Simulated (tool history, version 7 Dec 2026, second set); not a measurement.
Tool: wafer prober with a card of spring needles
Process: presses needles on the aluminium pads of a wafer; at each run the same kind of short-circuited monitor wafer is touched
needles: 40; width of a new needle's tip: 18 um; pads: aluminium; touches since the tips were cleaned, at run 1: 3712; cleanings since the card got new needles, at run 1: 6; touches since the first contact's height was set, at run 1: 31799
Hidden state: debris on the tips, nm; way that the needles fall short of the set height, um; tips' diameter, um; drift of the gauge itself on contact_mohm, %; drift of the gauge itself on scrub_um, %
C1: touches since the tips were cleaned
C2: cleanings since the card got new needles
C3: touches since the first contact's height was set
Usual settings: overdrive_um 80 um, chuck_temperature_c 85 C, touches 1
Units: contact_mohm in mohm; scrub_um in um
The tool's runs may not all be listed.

Run 1, hour 0: usual settings; C1 3712; C2 6; C3 31799. Result: contact_mohm 271 mohm, scrub_um 20.26 um.
At hour 0.9: tips cleaned on abrasive film.
At hour 9.8: tips cleaned on abrasive film.
Run 2, hour 17.3: usual settings; C1 3900; C2 8; C3 40757. Result: contact_mohm 281 mohm, scrub_um 20.06 um.
At hour 18.7: tips cleaned on abrasive film.
At hour 27.5: tips cleaned on abrasive film.
Run 3, hour 32.2: usual settings; C1 2435; C2 10; C3 48459. Result: contact_mohm 276 mohm, scrub_um 20.15 um.
At hour 37: tips cleaned on abrasive film.
At hour 45.4: tips cleaned on abrasive film.
Run 4, hour 49.5: usual settings; C1 2193; C2 12; C3 57464. Result: contact_mohm 274 mohm, scrub_um 19.8 um.
At hour 54.7: tips cleaned on abrasive film.
At hour 63.5: tips cleaned on abrasive film.
Run 5, hour 63.7: usual settings; C1 96; C2 14; C3 64795. Result: contact_mohm 251 mohm, scrub_um 19.83 um.
At hour 72.4: tips cleaned on abrasive film.
Run 6, hour 77.3: usual settings but touches 2; C1 2557; C2 15; C3 71839. Result: contact_mohm 264 mohm, scrub_um 20.07 um.
At hour 81.7: tips cleaned on abrasive film.
At hour 89.8: tips cleaned on abrasive film.
Run 7, hour 92.2: usual settings but touches 2; C1 1276; C2 17; C3 79590. Result: contact_mohm 262 mohm, scrub_um 19.57 um.
At hour 98.5: tips cleaned on abrasive film.
Run 8, hour 105.1: usual settings but chuck_temperature_c 63 C, touches 2; C1 3459; C2 18; C3 86278. Result: contact_mohm 261 mohm, scrub_um 19.67 um.
At hour 107: tips cleaned on abrasive film.
At hour 116.2: tips cleaned on abrasive film.
Run 9, hour 122.4: usual settings but chuck_temperature_c 63 C, touches 2; C1 3258; C2 20; C3 95232. Result: contact_mohm 262 mohm, scrub_um 19.79 um.
At hour 124.4: tips cleaned on abrasive film.
At hour 132.4: tips cleaned on abrasive film.
Run 10, hour 132.5: usual settings but chuck_temperature_c 63 C, touches 2; C1 47; C2 22; C3 100434. Result: contact_mohm 247 mohm, scrub_um 19.66 um.
At hour 140.6: tips cleaned on abrasive film.
Run 11, hour 147: usual settings; C1 3379; C2 23; C3 107990. Result: contact_mohm 278 mohm, scrub_um 19.97 um.
At hour 149.1: tips cleaned on abrasive film.
At hour 157.1: tips cleaned on abrasive film.
Run 12, hour 157.1: usual settings; C1 0; C2 25; C3 113191. Result: contact_mohm 254 mohm, scrub_um 19.51 um.
At hour 166.1: tips cleaned on abrasive film.
Run 13, hour 171.8: usual settings but overdrive_um 83 um, chuck_temperature_c 123 C, touches 3; C1 3032; C2 26; C3 120855. Result: contact_mohm 266 mohm, scrub_um 20.33 um.
At hour 174.8: tips cleaned on abrasive film.
At hour 183.8: tips cleaned on abrasive film.
At hour 191.8: tips cleaned on abrasive film.
Run 14, hour 191.8: usual settings but overdrive_um 90 um; C1 0; C2 29; C3 131162. Result: contact_mohm 251 mohm, scrub_um 21.86 um.
At hour 200.3: tips cleaned on abrasive film.
Run 15, hour 205.8: usual settings but overdrive_um 85 um, touches 2; C1 2889; C2 30; C3 138434. Result: contact_mohm 265 mohm, scrub_um 20.89 um.
At hour 208.8: tips cleaned on abrasive film.
At hour 217.3: tips cleaned on abrasive film.
Run 16, hour 218.1: usual settings but overdrive_um 76 um, chuck_temperature_c 51 C; C1 408; C2 32; C3 144786. Result: contact_mohm 251 mohm, scrub_um 18.28 um.
At hour 225.4: tips cleaned on abrasive film.
Run 17, hour 232.4: usual settings but chuck_temperature_c 100 C, touches 2; C1 3673; C2 33; C3 152239. Result: contact_mohm 272 mohm, scrub_um 19.64 um.
At hour 233.5: tips cleaned on abrasive film.
At hour 241.9: tips cleaned on abrasive film.
Run 18, hour 245.2: usual settings but chuck_temperature_c 100 C, touches 2; C1 1703; C2 35; C3 158826. Result: contact_mohm 268 mohm, scrub_um 19.58 um.
At hour 250.5: tips cleaned on abrasive film.
At hour 259.1: tips cleaned on abrasive film.
Run 19, hour 262.3: usual settings but overdrive_um 68 um, chuck_temperature_c 27 C; C1 1706; C2 37; C3 167720. Result: contact_mohm 273 mohm, scrub_um 16.55 um.
At hour 267.7: tips cleaned on abrasive film.
At hour 276.9: tips cleaned on abrasive film.
Run 20, hour 279.5: usual settings but overdrive_um 68 um, chuck_temperature_c 27 C; C1 1402; C2 39; C3 176641. Result: contact_mohm 263 mohm, scrub_um 15.86 um.
At hour 285.1: tips cleaned on abrasive film.
Run 21, hour 289.4: usual settings but overdrive_um 68 um, chuck_temperature_c 27 C; C1 2270; C2 40; C3 181749. Result: contact_mohm 274 mohm, scrub_um 15.82 um.
At hour 294.5: tips cleaned on abrasive film.
At hour 302.9: tips cleaned on abrasive film.
Run 22, hour 309: usual settings but overdrive_um 68 um, chuck_temperature_c 27 C; C1 3192; C2 42; C3 191941. Result: contact_mohm 288 mohm, scrub_um 16.54 um.
At hour 310.9: tips cleaned on abrasive film.
At hour 320.6: tips cleaned on abrasive film.
Run 23, hour 321: usual settings but overdrive_um 68 um, chuck_temperature_c 27 C; C1 211; C2 44; C3 198130. Result: contact_mohm 247 mohm, scrub_um 16.13 um.

Forecast each of these 3 alternatives for the next run:
At hour 327.5: height of the first contact set anew.
At hour 329.5: tips cleaned on abrasive film.
Run A, hour 335.2: usual settings but overdrive_um 68 um, chuck_temperature_c 27 C, touches 2; C1 2978; C2 45; C3 3967. Result: contact_mohm ?, scrub_um ?.
At hour 327.5: height of the first contact set anew.
At hour 329.5: tips cleaned on abrasive film.
Run B, hour 335.2: usual settings but overdrive_um 68 um, chuck_temperature_c 27 C, touches 3; C1 2978; C2 45; C3 3967. Result: contact_mohm ?, scrub_um ?.
At hour 327.5: height of the first contact set anew.
At hour 329.5: tips cleaned on abrasive film.
Run C, hour 335.2: usual settings but overdrive_um 84 um, touches 2; C1 2978; C2 45; C3 3967. Result: contact_mohm ?, scrub_um ?.

run  contact_mohm  scrub_um
  A           259     17.07
  B           247     17.15
  C           259     21.12
Without the tool's hidden state the same runs would have given:
run  contact_mohm  scrub_um
  A           233      17.1
  B           232     17.18
  C           243     21.15
